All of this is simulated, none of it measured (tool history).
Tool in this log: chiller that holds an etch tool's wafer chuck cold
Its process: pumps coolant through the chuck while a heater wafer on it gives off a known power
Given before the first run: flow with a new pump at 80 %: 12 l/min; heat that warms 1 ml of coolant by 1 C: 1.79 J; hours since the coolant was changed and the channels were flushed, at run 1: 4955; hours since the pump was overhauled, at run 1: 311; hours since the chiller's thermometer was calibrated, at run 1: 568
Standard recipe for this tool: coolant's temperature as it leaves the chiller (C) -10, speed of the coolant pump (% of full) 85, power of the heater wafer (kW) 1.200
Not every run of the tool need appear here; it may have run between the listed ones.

run	hour	coolant's temperature as it leaves the chiller (C)	speed of the coolant pump (% of full)	power of the heater wafer (kW)	hours since the coolant was changed and the channels were flushed	hours since the pump was overhauled	hours since the chiller's thermometer was calibrated	chuck's temperature once it has settled (C)	how much warmer the coolant comes back (C)
1	0.0	-10	85	1.200	4955	311	568	1.2	3.15
2	31.5	-10	85	1.200	4987	342	599	1.0	3.10
3	55.7	-10	85	1.200	5011	366	624	1.3	3.17
4	69.2	-10	85	1.200	5024	380	637	1.1	3.15
5	83.5	-10	85	1.200	5039	394	652	1.1	3.15
6	101.6	-10	85	1.200	5057	412	670	1.2	3.18
7	115.3	-10	85	1.200	5070	426	683	1.2	3.19
8	132.9	-10	85	1.200	5088	444	701	1.3	3.17
9	159.5	-10	85	1.200	5115	470	727	1.2	3.19
10	183.8	-10	85	1.200	5139	494	752	1.2	3.21
11	215.3	-10	85	1.200	5170	526	783	1.3	3.13
12	237.0	-10	85	1.157	5192	548	805	0.7	3.07
13	256.4	-10	85	1.200	5212	567	824	1.2	3.13
14	284.0	-10	85	1.200	5239	595	852	1.3	3.19
15	301.4	-6	85	1.200	5257	612	869	5.1	3.15
16	314.6	-4	74	1.635	5270	625	883	13.3	5.11
17	327.7	-14	85	0.766	5283	638	896	-6.7	2.00
18	344.9	-14	87	0.766	5300	656	913	-6.8	2.00
19	370.4	-17	76	1.777	5326	681	938	1.5	5.34
20	395.1	-17	84	1.016	5350	706	963	-7.4	2.72
21	421.1	-3	67	0.969	5376	732	989	8.3	3.26
22	445.4	-19	79	1.200	5401	756	1013	-7.0	3.47
23	473.2	-10	85	1.539	5428	784	1041	4.4	4.12
24	488.3	-10	65	1.200	5443	799	1056	4.4	4.29
25	511.0	-12	86	1.200	5466	822	1079	-0.8	3.13
26	534.1	-12	86	1.318	5489	845	1102	0.4	3.47

The next listed run, before its measurement:
27	560.4	-12	86	1.318	5516	871	1128	?	?

{"run 27": {"chuck's temperature once it has settled (C)": 0.2, "how much warmer the coolant comes back (C)": 3.44}}
The same run, on a tool lacking any hidden state, would have yielded chuck's temperature once it has settled (C) -1.1, how much warmer the coolant comes back (C) 3.40.
